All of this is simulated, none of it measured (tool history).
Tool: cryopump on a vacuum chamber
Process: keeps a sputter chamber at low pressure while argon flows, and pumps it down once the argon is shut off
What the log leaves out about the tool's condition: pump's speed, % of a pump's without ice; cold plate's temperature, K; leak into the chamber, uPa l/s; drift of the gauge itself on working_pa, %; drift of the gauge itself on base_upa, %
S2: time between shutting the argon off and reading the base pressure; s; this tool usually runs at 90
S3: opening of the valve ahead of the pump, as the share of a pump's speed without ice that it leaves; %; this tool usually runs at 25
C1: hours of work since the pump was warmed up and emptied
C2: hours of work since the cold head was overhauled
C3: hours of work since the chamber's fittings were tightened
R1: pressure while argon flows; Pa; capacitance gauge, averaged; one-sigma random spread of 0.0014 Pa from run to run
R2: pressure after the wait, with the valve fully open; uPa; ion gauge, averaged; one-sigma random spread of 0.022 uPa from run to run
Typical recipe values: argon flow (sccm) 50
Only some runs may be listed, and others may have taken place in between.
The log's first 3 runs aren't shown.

run 4 hour=45.3 | argon_flow_(sccm)=57 S2=90 S3=25 | C1=95 C2=95 C3=1145 | R1=0.3754 R2=3.08
run 5 hour=60.6 | argon_flow_(sccm)=57 S2=90 S3=25 | C1=101 C2=101 C3=1151 | R1=0.3772 R2=3.06
run 6 hour=78.4 | argon_flow_(sccm)=50 S2=90 S3=25 | C1=108 C2=108 C3=1158 | R1=0.3314 R2=3.19
run 7 hour=90.8 | argon_flow_(sccm)=50 S2=52 S3=25 | C1=113 C2=113 C3=1163 | R1=0.3306 R2=3.20
run 8 hour=106.1 | argon_flow_(sccm)=50 S2=90 S3=58 | C1=119 C2=119 C3=1169 | R1=0.1438 R2=3.07
run 9 hour=118.1 | argon_flow_(sccm)=50 S2=90 S3=58 | C1=124 C2=124 C3=1174 | R1=0.1444 R2=3.13
run 10 hour=137.9 | argon_flow_(sccm)=50 S2=90 S3=58 | C1=132 C2=132 C3=1182 | R1=0.1438 R2=3.17
run 11 hour=149.1 | argon_flow_(sccm)=50 S2=90 S3=58 | C1=136 C2=136 C3=1186 | R1=0.1450 R2=3.20
run 12 hour=165.4 | argon_flow_(sccm)=50 S2=90 S3=25 | C1=143 C2=143 C3=1193 | R1=0.3284 R2=3.27
run 13 hour=177.0 | argon_flow_(sccm)=50 S2=248 S3=25 | C1=148 C2=148 C3=1197 | R1=0.3329 R2=3.05
run 14 hour=195.5 | argon_flow_(sccm)=50 S2=248 S3=25 | C1=155 C2=155 C3=1205 | R1=0.3311 R2=3.10
run 15 hour=208.7 | argon_flow_(sccm)=50 S2=248 S3=25 | C1=160 C2=160 C3=1210 | R1=0.3313 R2=3.05
run 16 hour=217.5 | argon_flow_(sccm)=20 S2=90 S3=25 | C1=164 C2=164 C3=1214 | R1=0.1319 R2=3.35
run 17 hour=231.6 | argon_flow_(sccm)=20 S2=294 S3=25 | C1=169 C2=169 C3=1219 | R1=0.1311 R2=3.08
run 18 hour=240.7 | argon_flow_(sccm)=20 S2=96 S3=24 | C1=173 C2=173 C3=1223 | R1=0.1399 R2=3.33
run 19 hour=253.4 | argon_flow_(sccm)=26 S2=228 S3=25 | C1=178 C2=178 C3=1228 | R1=0.1717 R2=3.09
run 20 hour=266.5 | argon_flow_(sccm)=22 S2=134 S3=20 | C1=183 C2=183 C3=1233 | R1=0.1816 R2=3.21
run 21 hour=274.6 | argon_flow_(sccm)=34 S2=121 S3=26 | C1=187 C2=187 C3=1236 | R1=0.2165 R2=3.20

What does the tool deliver on the next run?
run 22 hour=289.9 | argon_flow_(sccm)=34 S2=121 S3=26 | C1=193 C2=193 C3=1243 | R1=? R2=?

R1: 0.2182 Pa
R2: 3.24 uPa
With no hidden state in the tool, this same run would have given R1 0.2138 Pa, R2 0.52 uPa.
